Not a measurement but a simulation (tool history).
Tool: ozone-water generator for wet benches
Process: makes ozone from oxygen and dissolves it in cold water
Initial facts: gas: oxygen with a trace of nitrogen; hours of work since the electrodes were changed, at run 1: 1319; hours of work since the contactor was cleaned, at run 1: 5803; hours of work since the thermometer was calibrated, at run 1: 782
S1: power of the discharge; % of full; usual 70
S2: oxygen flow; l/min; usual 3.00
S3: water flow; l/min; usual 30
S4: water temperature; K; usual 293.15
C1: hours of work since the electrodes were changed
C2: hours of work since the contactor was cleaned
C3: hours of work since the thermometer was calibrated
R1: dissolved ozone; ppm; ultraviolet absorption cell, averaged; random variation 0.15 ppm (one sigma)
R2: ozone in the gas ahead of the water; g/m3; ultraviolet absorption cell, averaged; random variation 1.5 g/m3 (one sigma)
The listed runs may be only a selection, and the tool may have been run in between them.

| run | hour | S1 | S2 | S3 | S4 | C1 | C2 | C3 | R1 | R2 |
|---|---|---|---|---|---|---|---|---|---|---|
| 1 | 0.0 | 70 | 3.00 | 30 | 293.15 | 1319 | 5803 | 782 | 16.7 | 276.0 |
| 2 | 81.9 | 70 | 3.00 | 30 | 293.15 | 1387 | 5872 | 851 | 16.5 | 275.7 |
| 3 | 120.6 | 70 | 3.00 | 30 | 293.15 | 1420 | 5904 | 883 | 16.6 | 276.4 |
| 4 | 195.2 | 70 | 3.00 | 30 | 293.15 | 1482 | 5966 | 945 | 16.3 | 275.3 |
| 5 | 233.4 | 70 | 3.00 | 30 | 293.15 | 1514 | 5998 | 977 | 16.4 | 273.8 |
| 6 | 310.2 | 70 | 3.00 | 30 | 293.15 | 1578 | 6062 | 1041 | 16.4 | 276.0 |
| 7 | 390.2 | 70 | 3.00 | 30 | 291.15 | 1645 | 6129 | 1108 | 16.6 | 275.7 |
| 8 | 441.7 | 58 | 3.00 | 30 | 293.15 | 1688 | 6172 | 1151 | 13.8 | 236.6 |
| 9 | 520.0 | 70 | 3.00 | 30 | 291.15 | 1753 | 6237 | 1216 | 16.5 | 275.1 |
|  | 530.2 | contactor cleaned |
| 10 | 563.4 | 70 | 3.00 | 26 | 291.15 | 1786 | 28 | 1249 | 18.5 | 276.4 |
| 11 | 637.4 | 70 | 3.00 | 26 | 291.15 | 1848 | 89 | 1311 | 18.5 | 275.3 |
| 12 | 712.5 | 70 | 3.00 | 33 | 293.15 | 1910 | 152 | 1374 | 14.8 | 277.1 |
| 13 | 750.8 | 70 | 3.67 | 25 | 293.15 | 1942 | 184 | 1406 | 19.0 | 237.5 |
| 14 | 834.3 | 73 | 2.45 | 47 | 293.15 | 2012 | 254 | 1475 | 10.1 | 325.4 |
| 15 | 898.5 | 81 | 3.00 | 42 | 298.15 | 2066 | 307 | 1529 | 12.4 | 307.1 |
| 16 | 944.2 | 79 | 2.24 | 18 | 289.15 | 2104 | 345 | 1567 | 28.9 | 369.8 |
| 17 | 990.5 | 79 | 1.61 | 18 | 289.15 | 2142 | 384 | 1606 | 27.9 | 467.0 |

Expected results for the next run?
|  | 1024.9 | contactor cleaned, once more |
| 18 | 1053.1 | 79 | 1.61 | 18 | 289.15 | 2191 | 23 | 1654 | ? | ? |

{"run 18": {"R1": 29.7, "R2": 459.3}}
The same run, on a tool lacking any hidden state, would have yielded R1 30.6 ppm, R2 472.0 g/m3.

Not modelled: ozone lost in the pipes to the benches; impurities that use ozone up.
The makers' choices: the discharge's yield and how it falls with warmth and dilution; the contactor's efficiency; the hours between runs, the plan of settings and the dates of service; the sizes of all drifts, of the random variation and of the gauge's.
